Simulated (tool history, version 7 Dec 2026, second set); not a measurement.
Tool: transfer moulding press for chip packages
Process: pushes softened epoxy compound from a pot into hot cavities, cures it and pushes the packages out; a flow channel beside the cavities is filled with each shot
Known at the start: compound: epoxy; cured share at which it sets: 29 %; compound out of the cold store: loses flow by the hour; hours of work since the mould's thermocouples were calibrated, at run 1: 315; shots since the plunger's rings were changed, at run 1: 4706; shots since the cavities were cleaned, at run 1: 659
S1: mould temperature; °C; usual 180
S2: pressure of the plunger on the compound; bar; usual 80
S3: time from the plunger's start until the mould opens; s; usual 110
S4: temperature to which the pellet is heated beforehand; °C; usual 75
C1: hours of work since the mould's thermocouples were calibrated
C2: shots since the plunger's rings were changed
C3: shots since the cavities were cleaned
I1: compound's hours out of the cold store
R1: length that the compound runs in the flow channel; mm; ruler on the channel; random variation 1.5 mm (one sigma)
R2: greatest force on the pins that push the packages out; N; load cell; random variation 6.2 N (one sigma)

run	hour	S1	S2	S3	S4	C1	C2	C3	I1	R1	R2
1	0	180	80	110	75	315	4706	659	35.5	559	411
# hour 9.2: cavities cleaned with cleaning compound and waxed
2	23.6	180	80	110	75	329	4936	150	11.9	622	478
3	49.9	180	80	110	75	344	5209	423	28.2	576	449
# hour 56.8: plunger's sealing rings changed
# hour 67.7: cavities cleaned with cleaning compound and waxed, once more
4	77.8	176	80	110	75	358	203	105	10.7	664	357
5	91.3	176	80	93	75	366	343	245	47.3	561	512
6	105.2	176	80	93	75	375	487	389	41.8	575	596
7	132	176	80	93	75	391	766	668	37.7	584	656
# hour 142: cavities cleaned with cleaning compound and waxed
8	147.4	176	80	93	75	399	910	57	35.6	588	416
9	161.6	176	80	93	75	407	1057	204	32.7	597	514
10	175.5	180	80	110	66	416	1202	349	42.1	564	360
11	192.9	180	80	110	66	426	1383	530	46	550	405
# hour 215.6: cavities cleaned with cleaning compound and waxed
12	221.1	182	80	110	75	442	1660	57	22.7	606	274
13	252.3	182	80	110	75	460	1984	381	27.9	593	384
14	271.8	182	80	110	75	472	2186	583	31.1	582	394
15	285.9	182	80	110	75	480	2333	730	13.6	632	400
# hour 289.2: cavities cleaned with cleaning compound and waxed
16	318.9	180	82.9	110	75	499	2660	308	22.9	614	359
17	333.5	180	82.9	110	75	508	2812	460	15.7	635	407
# hour 362.7: cavities cleaned with cleaning compound and waxed
18	362.7	186	82.9	141	78	524	3100	0	39.2	558	215
19	382	180	81.6	110	75	536	3300	200	27.6	593	335
20	404.4	174	66.9	118	75	549	3532	432	28.3	546	447
21	424	178	80	110	75	561	3736	636	15.8	620	450

Run 22 comes next. What will it give?
# hour 435.4: cavities cleaned with cleaning compound and waxed
22	444.6	183	62.8	110	75	572	3935	96	20.7	?	?

{"run 22": {"R1": 525, "R2": 282}}
Without the tool's hidden state the same run would have given R1 546 mm, R2 226 N.

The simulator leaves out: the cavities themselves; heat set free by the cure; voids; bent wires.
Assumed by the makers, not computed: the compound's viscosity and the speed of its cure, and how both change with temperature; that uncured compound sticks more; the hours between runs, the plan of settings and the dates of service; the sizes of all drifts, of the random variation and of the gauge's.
